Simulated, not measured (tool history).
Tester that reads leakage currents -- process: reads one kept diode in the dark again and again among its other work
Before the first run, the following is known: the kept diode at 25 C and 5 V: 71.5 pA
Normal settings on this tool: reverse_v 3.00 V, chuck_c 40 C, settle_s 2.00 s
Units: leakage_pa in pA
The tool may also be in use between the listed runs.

run    hour  reverse_v  chuck_c  settle_s  leakage_pa
  1     0.0       3.00       40      2.00      180.63
  2   126.3       3.00       40      2.00      182.18
  3   248.6       3.00       40      2.00      180.35
  4   388.4       3.00       40      2.00      177.73
      429.2  -- probe card cleaned and baked
  5   594.7       3.00       40      2.00      176.96
  6   807.2       3.00       34      2.00      110.33
  7   929.3       3.00       34      2.00      110.39
  8  1062.4       3.00       34      2.00      109.95
  9  1173.9       3.00       34      2.00      108.89
 10  1359.1       3.00       22      2.00       41.21
 11  1515.2       3.00       26      2.00       57.42
     1535.5  -- chuck's temperature calibrated
 12  1696.4       2.22       40      8.69      167.24
 13  1917.0      12.69       49      2.46      674.84
 14  2020.5       9.60       23      2.00       83.85
 15  2212.8       9.60       22      0.32       83.85
 16  2367.5      18.50       22      8.30      102.39

Consider 4 possible next runs. They are alternatives, not a sequence: every one starts from the tool as it was left by run 16. What does each give?
     2469.8  -- probe card cleaned and baked
  A  2579.8      18.50       47      8.30           ?
     2469.8  -- probe card cleaned and baked
  B  2579.8       1.06       22      0.37           ?
     2469.8  -- probe card cleaned and baked
  C  2579.8       6.23       41      0.38           ?
     2469.8  -- probe card cleaned and baked
  D  2579.8       3.00       40      0.47           ?

run  leakage_pa
  A      670.48
  B       28.71
  C      274.62
  D      185.66
The same runs, with their run-to-run variation unchanged, on a tool lacking any hidden condition would have given:
run  leakage_pa
  A      678.47
  B       29.21
  C      278.15
  D      188.15
